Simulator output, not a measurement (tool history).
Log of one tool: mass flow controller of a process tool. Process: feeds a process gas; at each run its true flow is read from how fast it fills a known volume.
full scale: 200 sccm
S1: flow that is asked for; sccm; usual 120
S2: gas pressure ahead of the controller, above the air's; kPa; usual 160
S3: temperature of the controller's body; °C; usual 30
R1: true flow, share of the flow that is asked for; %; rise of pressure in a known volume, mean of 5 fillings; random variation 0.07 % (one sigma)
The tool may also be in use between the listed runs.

Run 1, hour 0.0: usual settings. Result: R1 98.12 %.
Run 2, hour 77.2: usual settings. Result: R1 98.21 %.
Run 3, hour 147.6: usual settings but S3 39 °C. Result: R1 97.13 %.
Run 4, hour 213.8: usual settings but S3 39 °C. Result: R1 97.26 %.
Run 5, hour 303.8: usual settings but S3 39 °C. Result: R1 97.01 %.
Run 6, hour 370.2: usual settings. Result: R1 97.77 %.
Run 7, hour 438.8: usual settings but S2 258 kPa. Result: R1 98.47 %.
Run 8, hour 478.1: usual settings but S1 76 sccm, S2 224 kPa. Result: R1 97.62 %.
Run 9, hour 567.6: usual settings but S1 190 sccm, S3 26 °C. Result: R1 99.05 %.

Run 10 comes next. What will it give?
Run 10, hour 634.1: usual settings but S1 87 sccm, S3 26 °C. Result: R1 ?.

R1: 97.55 %
Without the tool's hidden state the same run would have given R1 97.97 %.
